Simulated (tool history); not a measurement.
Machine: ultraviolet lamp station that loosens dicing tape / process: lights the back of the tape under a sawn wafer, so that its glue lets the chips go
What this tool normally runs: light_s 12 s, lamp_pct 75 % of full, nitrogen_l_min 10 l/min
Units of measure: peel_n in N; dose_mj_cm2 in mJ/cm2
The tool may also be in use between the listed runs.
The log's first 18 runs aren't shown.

run    hour  light_s  lamp_pct  nitrogen_l_min  hours of work of the lamp  hours of work since the window was cleaned  peel_n  dose_mj_cm2
 19   599.2       13        77               8                       1096                                         177   0.740          366
 20   626.1       13        75               4                       1110                                         191   1.292          353
 21   665.5       10        84              10                       1130                                         211   1.025          301
      691.7  -- window cleaned of glue's vapour
 22   715.7       10        84              10                       1156                                          12   0.800          330
 23   741.4       10        84              10                       1169                                          26   0.855          328
 24   784.3       17        77               6                       1191                                          48   0.418          500
 25   810.3       12        96               6                       1205                                          61   0.562          437
 26   839.9       12        96               6                       1220                                          77   0.625          428
 27   860.2        9        61               7                       1231                                          87   2.516          206
 28   885.5       11        75               5                       1244                                         100   1.554          306
 29   934.5        8        98               3                       1269                                         126   2.278          286
 30   970.7        8        65              17                       1288                                         144   2.159          190
 31  1006.3       12        96              19                       1306                                         163   0.355          406

Alternative continuations, all from the tool just after run 31; predict every row:
  A  1054.7       17        84              16                       1331                                         188       ?            ?
  B  1054.7       12        75              10                       1331                                         188       ?            ?
  C  1054.7       12        75              12                       1331                                         188       ?            ?

run  peel_n  dose_mj_cm2
  A   0.255          492
  B   1.016          307
  C   0.849          306
Take away the tool's hidden state, keep each run's random variation, and the runs would have read:
run  peel_n  dose_mj_cm2
  A   0.154          770
  B   0.343          481
  C   0.284          479
